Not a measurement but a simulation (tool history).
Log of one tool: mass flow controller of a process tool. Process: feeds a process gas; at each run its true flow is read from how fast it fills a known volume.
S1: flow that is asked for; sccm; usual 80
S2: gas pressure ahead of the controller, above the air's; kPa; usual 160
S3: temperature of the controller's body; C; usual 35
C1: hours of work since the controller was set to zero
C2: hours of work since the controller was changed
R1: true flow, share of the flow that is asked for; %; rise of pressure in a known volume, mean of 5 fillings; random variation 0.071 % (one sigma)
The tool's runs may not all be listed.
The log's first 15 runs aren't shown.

| run | hour | S1 | S2 | S3 | C1 | C2 | R1 |
|---|---|---|---|---|---|---|---|
| 16 | 5079.4 | 80 | 160 | 35 | 4324 | 4324 | 102.05 |
| 17 | 5502.5 | 23 | 160 | 22 | 4603 | 4603 | 103.03 |
| 18 | 5941.4 | 29 | 169 | 24 | 4892 | 4892 | 102.72 |
| 19 | 6208.2 | 131 | 163 | 35 | 5068 | 5068 | 102.26 |
| 20 | 6466.2 | 131 | 163 | 35 | 5238 | 5238 | 102.41 |
|  | 6653.6 | controller's zero set anew |
| 21 | 6937.8 | 131 | 163 | 35 | 187 | 5549 | 101.70 |
| 22 | 7262.2 | 32 | 168 | 34 | 401 | 5763 | 101.03 |
| 23 | 7701.9 | 183 | 279 | 35 | 691 | 6053 | 102.09 |
| 24 | 8148.4 | 83 | 279 | 35 | 986 | 6347 | 101.46 |
| 25 | 8395.6 | 109 | 213 | 29 | 1149 | 6510 | 101.13 |
| 26 | 8888.6 | 80 | 272 | 34 | 1474 | 6835 | 101.65 |
| 27 | 9176.6 | 80 | 272 | 21 | 1664 | 7025 | 100.31 |
| 28 | 9482.3 | 62 | 159 | 39 | 1865 | 7227 | 102.52 |
| 29 | 9964.3 | 62 | 159 | 39 | 2183 | 7545 | 102.54 |
| 30 | 10396.5 | 62 | 159 | 39 | 2468 | 7830 | 102.91 |
| 31 | 10693.1 | 62 | 159 | 39 | 2664 | 8025 | 102.98 |
| 32 | 10959.9 | 22 | 152 | 35 | 2840 | 8201 | 103.83 |

Forecast each of these 4 alternatives for the next run:
| A | 11281.7 | 46 | 192 | 25 | 3052 | 8414 | ? |
| B | 11281.7 | 191 | 157 | 22 | 3052 | 8414 | ? |
| C | 11281.7 | 22 | 164 | 35 | 3052 | 8414 | ? |
| D | 11281.7 | 80 | 154 | 35 | 3052 | 8414 | ? |

| run | R1 |
|---|---|
| A | 101.81 |
| B | 101.76 |
| C | 104.04 |
| D | 102.59 |
Without the tool's hidden state the same runs would have given:
| run | R1 |
|---|---|
| A | 98.76 |
| B | 99.67 |
| C | 99.60 |
| D | 100.08 |
